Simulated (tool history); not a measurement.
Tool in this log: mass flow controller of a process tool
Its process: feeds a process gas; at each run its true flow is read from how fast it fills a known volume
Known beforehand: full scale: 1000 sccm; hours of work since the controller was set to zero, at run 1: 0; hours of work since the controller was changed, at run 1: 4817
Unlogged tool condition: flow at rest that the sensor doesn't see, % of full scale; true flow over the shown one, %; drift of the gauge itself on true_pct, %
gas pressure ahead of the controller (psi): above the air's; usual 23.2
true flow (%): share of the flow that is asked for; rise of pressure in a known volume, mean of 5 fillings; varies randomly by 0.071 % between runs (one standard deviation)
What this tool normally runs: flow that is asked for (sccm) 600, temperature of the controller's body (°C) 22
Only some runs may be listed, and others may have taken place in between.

run	day	flow that is asked for (sccm)	gas pressure ahead of the controller (psi)	temperature of the controller's body (°C)	hours of work since the controller was set to zero	hours of work since the controller was changed	true flow (%)
1	0.000	600	23.2	22	0	4817	99.52
2	10.400	600	23.2	22	198	5015	99.53
3	26.967	600	23.2	22	513	5330	99.46
4	38.142	600	23.2	22	725	5543	99.44
5	53.517	600	23.2	22	1018	5835	99.44
6	71.467	600	23.2	22	1359	6176	99.45
7	79.229	600	38.0	22	1507	6324	98.82
8	95.988	600	23.2	23	1826	6643	99.57
9	109.538	600	23.2	23	2083	6901	99.67
10	119.850	600	23.2	22	2279	7097	99.46
11	129.921	600	23.2	22	2471	7288	99.47
12	148.642	600	23.2	34	2827	7644	100.81
13	164.788	600	23.2	23	3134	7951	99.61
14	175.062	600	23.2	23	3329	8147	99.61
# day 176.883: controller exchanged for a calibrated one
15	183.800	600	23.2	22	132	132	99.56
16	195.725	600	23.2	22	358	358	99.43
17	204.662	600	32.9	22	528	528	99.10
18	218.408	600	35.2	22	790	790	98.89
19	226.762	600	35.2	22	949	949	98.99
20	236.958	600	35.2	22	1143	1143	99.03
21	248.388	600	23.2	22	1360	1360	99.44
22	262.629	600	23.2	29	1631	1631	100.30
23	270.975	600	23.2	21	1789	1789	99.35
24	278.879	166	23.2	25	1940	1940	99.41
25	292.275	166	23.2	25	2195	2195	99.37
26	310.283	663	27.3	25	2537	2537	99.79
27	319.471	663	27.3	29	2712	2712	100.27
28	327.533	663	27.3	29	2865	2865	100.36
29	336.825	329	30.3	21	3042	3042	98.87
30	353.312	789	36.5	38	3356	3356	101.06
31	368.117	147	28.4	29	3637	3637	99.65
32	376.575	147	28.4	29	3798	3798	99.72
33	390.208	504	40.5	22	4057	4057	98.79
34	403.600	577	24.7	20	4312	4312	99.19
# day 417.054: controller's zero set anew
35	422.488	280	30.3	39	103	4671	101.03
36	437.771	774	22.6	25	394	4961	100.07
37	446.512	600	23.2	22	560	5128	99.50
38	458.771	225	27.0	34	793	5361	100.53
39	466.346	164	20.9	27	937	5505	99.83
40	474.871	164	20.9	27	1100	5667	99.69
41	492.133	164	20.9	27	1428	5995	99.72
42	505.846	164	20.9	27	1689	6256	99.79
43	515.308	164	20.9	27	1869	6436	99.66

Take each entry between the runs: how does the hidden state at the last listed run before it differ from the hidden state at the first listed run after it?
After run 14, before run 15: controller exchanged for a calibrated one (day 176.883)
  flow at rest that the sensor doesn't see, % of full scale: 0.002 -> 0; true flow over the shown one, %: 0.01 -> 0
After run 34, before run 35: controller's zero set anew (day 417.054)
  flow at rest that the sensor doesn't see, % of full scale: 0.002 -> 0
